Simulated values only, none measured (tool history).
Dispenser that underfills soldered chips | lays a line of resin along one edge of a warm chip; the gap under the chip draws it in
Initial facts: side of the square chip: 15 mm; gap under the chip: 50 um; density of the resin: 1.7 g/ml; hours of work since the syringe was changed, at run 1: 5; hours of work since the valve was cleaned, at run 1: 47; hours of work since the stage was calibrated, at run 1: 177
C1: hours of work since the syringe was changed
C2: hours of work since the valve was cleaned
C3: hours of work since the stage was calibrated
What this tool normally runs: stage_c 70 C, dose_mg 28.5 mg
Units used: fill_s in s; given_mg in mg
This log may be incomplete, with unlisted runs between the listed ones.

{"run": 1, "hour": 0.0, "stage_c": 70, "dose_mg": 28.5, "C1": 5, "C2": 47, "C3": 177, "fill_s": 96.7, "given_mg": 27.44}
{"run": 2, "hour": 7.2, "stage_c": 70, "dose_mg": 25.7, "C1": 10, "C2": 52, "C3": 182, "fill_s": 156.5, "given_mg": 24.64}
{"hour": 8.9, "done": "new syringe of resin"}
{"run": 3, "hour": 21.8, "stage_c": 70, "dose_mg": 25.7, "C1": 10, "C2": 63, "C3": 194, "fill_s": 155.8, "given_mg": 24.32}
{"hour": 22.9, "done": "new syringe of resin"}
{"run": 4, "hour": 33.8, "stage_c": 70, "dose_mg": 25.7, "C1": 8, "C2": 72, "C3": 203, "fill_s": 137.9, "given_mg": 24.06}
{"hour": 36.8, "done": "new syringe of resin"}
{"hour": 39.2, "done": "dispensing valve cleaned and set on the balance"}
{"run": 5, "hour": 43.2, "stage_c": 70, "dose_mg": 25.7, "C1": 4, "C2": 3, "C3": 209, "fill_s": 93.0, "given_mg": 25.85}
{"run": 6, "hour": 50.8, "stage_c": 70, "dose_mg": 25.7, "C1": 10, "C2": 9, "C3": 215, "fill_s": 155.4, "given_mg": 25.43}
{"hour": 52.6, "done": "new syringe of resin"}
{"run": 7, "hour": 57.9, "stage_c": 70, "dose_mg": 28.5, "C1": 4, "C2": 14, "C3": 220, "fill_s": 93.0, "given_mg": 28.22}
{"run": 8, "hour": 64.8, "stage_c": 70, "dose_mg": 28.5, "C1": 9, "C2": 20, "C3": 226, "fill_s": 146.6, "given_mg": 28.06}
{"hour": 66.8, "done": "new syringe of resin"}
{"run": 9, "hour": 73.7, "stage_c": 71, "dose_mg": 28.5, "C1": 5, "C2": 26, "C3": 232, "fill_s": 98.7, "given_mg": 27.98}
{"hour": 81.1, "done": "new syringe of resin"}
{"run": 10, "hour": 84.1, "stage_c": 70, "dose_mg": 28.5, "C1": 2, "C2": 34, "C3": 240, "fill_s": 79.8, "given_mg": 27.67}
{"run": 11, "hour": 91.0, "stage_c": 70, "dose_mg": 28.5, "C1": 8, "C2": 40, "C3": 246, "fill_s": 123.9, "given_mg": 27.4}
{"hour": 95.0, "done": "new syringe of resin"}
{"run": 12, "hour": 102.9, "stage_c": 70, "dose_mg": 28.5, "C1": 6, "C2": 49, "C3": 254, "fill_s": 108.9, "given_mg": 27.57}
{"hour": 109.1, "done": "new syringe of resin"}
{"run": 13, "hour": 112.1, "stage_c": 70, "dose_mg": 28.5, "C1": 2, "C2": 56, "C3": 261, "fill_s": 80.6, "given_mg": 27.09}
{"run": 14, "hour": 121.7, "stage_c": 70, "dose_mg": 28.5, "C1": 10, "C2": 63, "C3": 269, "fill_s": 148.4, "given_mg": 26.92}
{"hour": 123.2, "done": "new syringe of resin"}
{"run": 15, "hour": 130.6, "stage_c": 70, "dose_mg": 30.6, "C1": 6, "C2": 70, "C3": 276, "fill_s": 101.7, "given_mg": 28.78}
{"hour": 137.2, "done": "new syringe of resin"}
{"hour": 139.0, "done": "dispensing valve cleaned and set on the balance"}
{"run": 16, "hour": 147.7, "stage_c": 70, "dose_mg": 28.5, "C1": 7, "C2": 7, "C3": 288, "fill_s": 118.8, "given_mg": 28.34}
{"hour": 152.6, "done": "new syringe of resin"}
{"run": 17, "hour": 157.8, "stage_c": 70, "dose_mg": 28.5, "C1": 4, "C2": 14, "C3": 295, "fill_s": 90.3, "given_mg": 28.13}
{"hour": 166.9, "done": "new syringe of resin"}
{"run": 18, "hour": 170.6, "stage_c": 70, "dose_mg": 28.5, "C1": 3, "C2": 24, "C3": 305, "fill_s": 82.2, "given_mg": 27.92}
{"hour": 180.8, "done": "new syringe of resin"}
{"run": 19, "hour": 181.5, "stage_c": 64, "dose_mg": 30.0, "C1": 1, "C2": 32, "C3": 313, "fill_s": 81.3, "given_mg": 29.36}
{"hour": 193.9, "done": "stage's temperature calibrated"}
{"run": 20, "hour": 193.9, "stage_c": 62, "dose_mg": 25.0, "C1": 9, "C2": 41, "C3": 0, "fill_s": 200.4, "given_mg": 24.13}
{"hour": 196.8, "done": "new syringe of resin"}
{"run": 21, "hour": 208.1, "stage_c": 62, "dose_mg": 25.0, "C1": 9, "C2": 52, "C3": 11, "fill_s": 191.1, "given_mg": 23.99}
{"hour": 211.9, "done": "new syringe of resin"}
{"run": 22, "hour": 218.5, "stage_c": 75, "dose_mg": 26.7, "C1": 5, "C2": 60, "C3": 19, "fill_s": 90.0, "given_mg": 25.41}
{"hour": 226.2, "done": "new syringe of resin"}
{"run": 23, "hour": 226.7, "stage_c": 75, "dose_mg": 26.7, "C1": 0, "C2": 66, "C3": 25, "fill_s": 61.2, "given_mg": 25.3}
{"run": 24, "hour": 235.7, "stage_c": 75, "dose_mg": 26.7, "C1": 7, "C2": 73, "C3": 32, "fill_s": 110.8, "given_mg": 25.04}
{"hour": 239.2, "done": "dispensing valve cleaned and set on the balance"}
{"hour": 242.2, "done": "new syringe of resin"}
{"run": 25, "hour": 246.5, "stage_c": 77, "dose_mg": 36.7, "C1": 3, "C2": 5, "C3": 39, "fill_s": 70.3, "given_mg": 36.44}
{"hour": 256.2, "done": "new syringe of resin"}
{"run": 26, "hour": 258.7, "stage_c": 74, "dose_mg": 26.9, "C1": 2, "C2": 15, "C3": 48, "fill_s": 70.7, "given_mg": 26.4}
{"hour": 271.3, "done": "new syringe of resin"}
{"run": 27, "hour": 271.6, "stage_c": 79, "dose_mg": 29.3, "C1": 0, "C2": 25, "C3": 58, "fill_s": 51.4, "given_mg": 28.51}
{"run": 28, "hour": 283.1, "stage_c": 80, "dose_mg": 34.6, "C1": 9, "C2": 33, "C3": 67, "fill_s": 106.1, "given_mg": 33.71}
{"hour": 285.1, "done": "new syringe of resin"}
{"run": 29, "hour": 291.6, "stage_c": 70, "dose_mg": 36.3, "C1": 5, "C2": 40, "C3": 74, "fill_s": 100.1, "given_mg": 35.04}
{"run": 30, "hour": 298.5, "stage_c": 70, "dose_mg": 36.3, "C1": 10, "C2": 45, "C3": 79, "fill_s": 155.3, "given_mg": 34.63}
{"hour": 299.6, "done": "new syringe of resin"}
{"hour": 313.9, "done": "new syringe of resin"}
{"run": 31, "hour": 315.4, "stage_c": 69, "dose_mg": 26.8, "C1": 1, "C2": 58, "C3": 92, "fill_s": 76.0, "given_mg": 25.42}
{"run": 32, "hour": 325.7, "stage_c": 69, "dose_mg": 26.8, "C1": 9, "C2": 66, "C3": 100, "fill_s": 148.8, "given_mg": 25.19}
{"hour": 327.8, "done": "new syringe of resin"}
{"run": 33, "hour": 337.2, "stage_c": 61, "dose_mg": 34.3, "C1": 7, "C2": 75, "C3": 108, "fill_s": 158.6, "given_mg": 32.04}
{"hour": 339.0, "done": "dispensing valve cleaned and set on the balance"}
{"hour": 343.2, "done": "new syringe of resin"}
{"run": 34, "hour": 347.0, "stage_c": 61, "dose_mg": 34.3, "C1": 3, "C2": 6, "C3": 115, "fill_s": 110.1, "given_mg": 34.05}
{"hour": 357.3, "done": "new syringe of resin"}
{"run": 35, "hour": 360.6, "stage_c": 61, "dose_mg": 34.3, "C1": 3, "C2": 16, "C3": 125, "fill_s": 108.6, "given_mg": 33.85}
{"hour": 371.8, "done": "new syringe of resin"}
{"run": 36, "hour": 372.9, "stage_c": 61, "dose_mg": 34.3, "C1": 1, "C2": 26, "C3": 135, "fill_s": 92.0, "given_mg": 33.48}

Predict each of these 3 candidate next runs independently; none follows another, all start after run 36:
{"run": "A", "hour": 382.1, "stage_c": 68, "dose_mg": 31.2, "C1": 8, "C2": 33, "C3": 142, "fill_s": "?", "given_mg": "?"}
{"run": "B", "hour": 382.1, "stage_c": 61, "dose_mg": 31.1, "C1": 8, "C2": 33, "C3": 142, "fill_s": "?", "given_mg": "?"}
{"run": "C", "hour": 382.1, "stage_c": 77, "dose_mg": 25.7, "C1": 8, "C2": 33, "C3": 142, "fill_s": "?", "given_mg": "?"}

run=A fill_s=135.8 given_mg=30.23
run=B fill_s=170.9 given_mg=30.40
run=C fill_s=103.3 given_mg=24.92
Without the tool's unlogged condition, the same runs would have read:
run=A fill_s=72.1 given_mg=31.16
run=B fill_s=91.1 given_mg=31.34
run=C fill_s=54.6 given_mg=25.70
